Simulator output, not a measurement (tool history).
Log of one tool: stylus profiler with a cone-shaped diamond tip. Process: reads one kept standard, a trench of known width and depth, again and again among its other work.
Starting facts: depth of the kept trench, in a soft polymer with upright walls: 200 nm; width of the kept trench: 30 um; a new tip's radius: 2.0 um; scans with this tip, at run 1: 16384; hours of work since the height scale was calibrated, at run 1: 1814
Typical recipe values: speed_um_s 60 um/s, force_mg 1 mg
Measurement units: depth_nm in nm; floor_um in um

run	hour	speed_um_s	force_mg	scans with this tip	hours of work since the height scale was calibrated	depth_nm	floor_um
1	0	60	1	16384	1814	199.71	27.12
# hour 11.8: new tip fitted, height scale calibrated
2	22.6	60	1	74	8	201.63	28.02
3	36.7	60	1.43	173	19	201.97	28.11
4	64.1	60	0.51	363	40	200.98	28.01
5	88.6	60	0.51	533	59	200.98	28
6	112.1	60	0.44	696	77	200.69	27.94
7	136.9	60	0.83	868	96	201.33	28.01
8	150.5	60	0.83	963	107	201.15	28
9	175	60	0.83	1133	125	201.11	27.95
10	190.5	60	0.83	1241	137	201.48	27.93
11	217	203	1	1426	158	201.55	27.56
12	230.3	203	0.52	1517	168	200.95	27.34
13	246.5	203	0.52	1631	181	200.8	27.31
14	272.7	203	0.52	1812	201	200.87	27.33
# hour 276: height scale calibrated on a step standard
15	291.1	203	0.52	1937	12	200.53	27.34
16	304.5	62	0.52	2030	22	201.08	27.81
17	317.7	99	1	2121	32	201.31	27.81
18	337.6	99	1	2260	47	201.44	27.81
19	354.7	99	1	2379	61	201.22	27.78
20	372.4	99	1	2501	74	201.12	27.74
21	385.6	81	1	2593	84	201.32	27.79
# hour 400.4: height scale calibrated on a step standard, once more
22	407.9	81	1	2745	6	201.74	27.83
23	426.8	81	1	2876	20	201.62	27.76
24	444.1	132	0.43	2997	34	201.02	27.4
25	472.7	144	0.98	3195	56	201.56	27.61
26	497.4	239	1.03	3367	75	201.42	27.38
27	516.5	239	1.03	3500	89	201.5	27.35
28	542.6	89	0.43	3681	109	200.96	27.54
29	571	89	0.43	3879	131	200.77	27.54
30	584.9	183	0.36	3975	142	200.63	27.1
31	601.4	58	0.65	4089	155	201.14	27.75
32	615.3	55	1.65	4186	165	202.07	27.79
33	628.7	178	1.38	4279	176	201.86	27.46
34	646.9	178	1.38	4406	190	201.69	27.45
35	659.9	93	0.81	4496	200	201.11	27.6
36	688.3	16	2.09	4693	221	202.26	27.91
37	702.5	21	2.71	4792	232	203.05	27.81
38	729.4	75	1	4979	253	201.19	27.65
39	750.2	72	2.85	5124	269	202.75	27.75
40	764.4	228	1.64	5222	280	202.1	27.38
41	785.4	119	0.75	5368	296	200.97	27.47
42	802.5	90	2.66	5487	309	202.83	27.63
43	822.9	90	2.66	5628	325	202.54	27.67
44	849.1	90	2.66	5810	345	202.72	27.64
45	870.1	90	2.66	5957	361	202.63	27.65

5 options for the next run, each taken on its own from the tool as it stands now. Forecast them:
A	890.4	90	0.8	6097	377	?	?
B	890.4	90	2.83	6097	377	?	?
C	890.4	229	2.13	6097	377	?	?
D	890.4	17	2.66	6097	377	?	?
E	890.4	51	1.03	6097	377	?	?

run	depth_nm	floor_um
A	201.08	27.53
B	202.93	27.67
C	202.28	27.37
D	202.53	27.8
E	201.26	27.69
What these runs would have given with no unlogged condition in the tool:
run	depth_nm	floor_um
A	201.39	27.99
B	203.24	28.13
C	202.59	27.83
D	202.84	28.27
E	201.57	28.16

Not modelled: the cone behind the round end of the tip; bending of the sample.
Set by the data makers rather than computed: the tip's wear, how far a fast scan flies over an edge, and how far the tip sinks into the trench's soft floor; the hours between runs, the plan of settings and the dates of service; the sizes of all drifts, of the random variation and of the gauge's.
